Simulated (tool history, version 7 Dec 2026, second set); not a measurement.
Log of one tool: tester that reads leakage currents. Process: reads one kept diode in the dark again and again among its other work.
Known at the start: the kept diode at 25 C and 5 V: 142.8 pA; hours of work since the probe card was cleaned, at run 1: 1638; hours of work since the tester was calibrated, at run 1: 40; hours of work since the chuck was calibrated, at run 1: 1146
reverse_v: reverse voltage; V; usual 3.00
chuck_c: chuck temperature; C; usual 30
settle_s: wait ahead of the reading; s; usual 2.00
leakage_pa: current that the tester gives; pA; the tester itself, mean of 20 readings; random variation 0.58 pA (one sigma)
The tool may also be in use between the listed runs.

| run | day | reverse_v | chuck_c | settle_s | hours of work since the probe card was cleaned | hours of work since the tester was calibrated | hours of work since the chuck was calibrated | leakage_pa |
|---|---|---|---|---|---|---|---|---|
| 1 | 0.000 | 3.00 | 30 | 2.00 | 1638 | 40 | 1146 | 167.55 |
| 2 | 4.750 | 3.00 | 30 | 2.00 | 1718 | 121 | 1227 | 166.13 |
|  | 8.904 | chuck's temperature calibrated |
| 3 | 12.058 | 3.00 | 30 | 0.39 | 1841 | 244 | 54 | 194.38 |
| 4 | 18.612 | 3.00 | 30 | 0.39 | 1953 | 355 | 165 | 190.38 |
| 5 | 24.354 | 12.42 | 30 | 2.00 | 2050 | 453 | 263 | 318.01 |
| 6 | 28.092 | 12.42 | 30 | 0.51 | 2114 | 517 | 326 | 318.10 |
| 7 | 31.375 | 12.42 | 30 | 0.51 | 2170 | 572 | 382 | 313.65 |
| 8 | 37.938 | 3.00 | 30 | 2.00 | 2281 | 684 | 494 | 180.87 |
| 9 | 44.262 | 3.00 | 30 | 2.00 | 2389 | 792 | 601 | 178.60 |
| 10 | 48.033 | 3.00 | 30 | 5.68 | 2453 | 856 | 665 | 176.93 |
|  | 49.571 | probe card cleaned and baked |
| 11 | 51.908 | 3.00 | 30 | 5.68 | 40 | 919 | 729 | 173.05 |
|  | 52.488 | tester calibrated |
| 12 | 59.862 | 1.08 | 30 | 5.68 | 174 | 125 | 863 | 117.79 |
|  | 63.767 | tester calibrated, once more |
| 13 | 66.288 | 1.08 | 30 | 5.68 | 281 | 43 | 971 | 115.59 |
| 14 | 70.571 | 1.08 | 30 | 5.68 | 354 | 116 | 1044 | 113.90 |
| 15 | 74.892 | 2.37 | 33 | 0.57 | 428 | 189 | 1117 | 199.05 |
| 16 | 81.546 | 2.49 | 33 | 0.37 | 541 | 302 | 1230 | 199.88 |
|  | 85.504 | chuck's temperature calibrated |
| 17 | 85.754 | 5.34 | 33 | 3.85 | 611 | 372 | 4 | 311.28 |
| 18 | 90.046 | 5.90 | 30 | 2.00 | 684 | 445 | 77 | 242.36 |
| 19 | 95.488 | 17.90 | 39 | 3.24 | 777 | 538 | 170 | 808.59 |
| 20 | 100.054 | 5.42 | 39 | 2.21 | 854 | 616 | 247 | 517.97 |
| 21 | 104.804 | 5.42 | 39 | 2.21 | 935 | 696 | 328 | 517.17 |
| 22 | 111.333 | 5.42 | 39 | 2.21 | 1046 | 807 | 439 | 508.53 |
| 23 | 118.017 | 5.42 | 57 | 2.21 | 1160 | 921 | 553 | 2257.00 |
| 24 | 122.792 | 6.73 | 56 | 1.21 | 1241 | 1002 | 634 | 2224.58 |

The next listed run, before its measurement:
| 25 | 129.500 | 3.00 | 24 | 2.25 | 1355 | 1116 | 748 | ? |

leakage_pa: 98.42 pA
Without the tool's hidden state the same run would have given leakage_pa 108.17 pA.
